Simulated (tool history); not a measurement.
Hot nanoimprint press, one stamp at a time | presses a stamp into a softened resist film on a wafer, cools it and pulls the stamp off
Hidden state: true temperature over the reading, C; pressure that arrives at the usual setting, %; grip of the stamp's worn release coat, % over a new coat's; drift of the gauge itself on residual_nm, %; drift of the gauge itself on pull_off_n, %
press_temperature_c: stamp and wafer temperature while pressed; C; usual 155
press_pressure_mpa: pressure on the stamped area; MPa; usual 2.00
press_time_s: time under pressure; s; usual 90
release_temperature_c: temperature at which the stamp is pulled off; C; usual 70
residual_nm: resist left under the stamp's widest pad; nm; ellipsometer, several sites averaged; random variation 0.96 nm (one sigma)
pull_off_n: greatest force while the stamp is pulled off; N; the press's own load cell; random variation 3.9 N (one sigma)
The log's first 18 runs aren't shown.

| run | day | press_temperature_c | press_pressure_mpa | press_time_s | release_temperature_c | hours of work since the thermocouple was calibrated | imprints on the stamp's release coat | hours of work since the press's seals were changed | residual_nm | pull_off_n |
|---|---|---|---|---|---|---|---|---|---|---|
| 19 | 11.400 | 157 | 2.48 | 62 | 70 | 175 | 1322 | 341 | 188.4 | 272 |
| 20 | 11.938 | 155 | 2.23 | 87 | 70 | 184 | 1375 | 350 | 187.3 | 288 |
| 21 | 12.350 | 155 | 2.11 | 87 | 70 | 190 | 1415 | 356 | 191.0 | 279 |
| 22 | 12.821 | 155 | 2.00 | 90 | 59 | 198 | 1460 | 363 | 197.0 | 310 |
| 23 | 13.275 | 164 | 2.63 | 90 | 70 | 205 | 1505 | 371 | 126.9 | 297 |
| 24 | 14.096 | 149 | 2.00 | 45 | 59 | 218 | 1584 | 384 | 277.0 | 329 |
| 25 | 14.908 | 145 | 2.00 | 75 | 70 | 231 | 1663 | 396 | 274.1 | 303 |
| 26 | 15.450 | 144 | 2.00 | 90 | 75 | 239 | 1716 | 405 | 270.1 | 285 |
| 27 | 15.875 | 144 | 1.83 | 90 | 70 | 246 | 1757 | 412 | 274.9 | 310 |
| 28 | 16.421 | 144 | 1.83 | 90 | 70 | 255 | 1810 | 420 | 275.5 | 311 |
| 29 | 16.908 | 144 | 1.83 | 90 | 70 | 263 | 1857 | 428 | 276.2 | 310 |
| 30 | 17.396 | 144 | 1.83 | 90 | 70 | 270 | 1905 | 436 | 274.5 | 319 |
| 31 | 18.171 | 162 | 2.25 | 90 | 67 | 283 | 1980 | 448 | 147.6 | 335 |

Forecast each of these 3 alternatives for the next run:
|  | 18.871 | plate thermocouple calibrated |
| A | 19.108 | 151 | 2.25 | 119 | 67 | 4 | 2059 | 461 | ? | ? |
|  | 18.871 | plate thermocouple calibrated |
| B | 19.108 | 162 | 2.25 | 90 | 70 | 4 | 2059 | 461 | ? | ? |
|  | 18.871 | plate thermocouple calibrated |
| C | 19.108 | 151 | 2.00 | 90 | 70 | 4 | 2059 | 461 | ? | ? |

| run | residual_nm | pull_off_n |
|---|---|---|
| A | 191.7 | 350 |
| B | 147.4 | 328 |
| C | 220.7 | 329 |
Without the tool's hidden state the same runs would have given:
| run | residual_nm | pull_off_n |
|---|---|---|
| A | 187.9 | 201 |
| B | 144.3 | 188 |
| C | 217.1 | 189 |
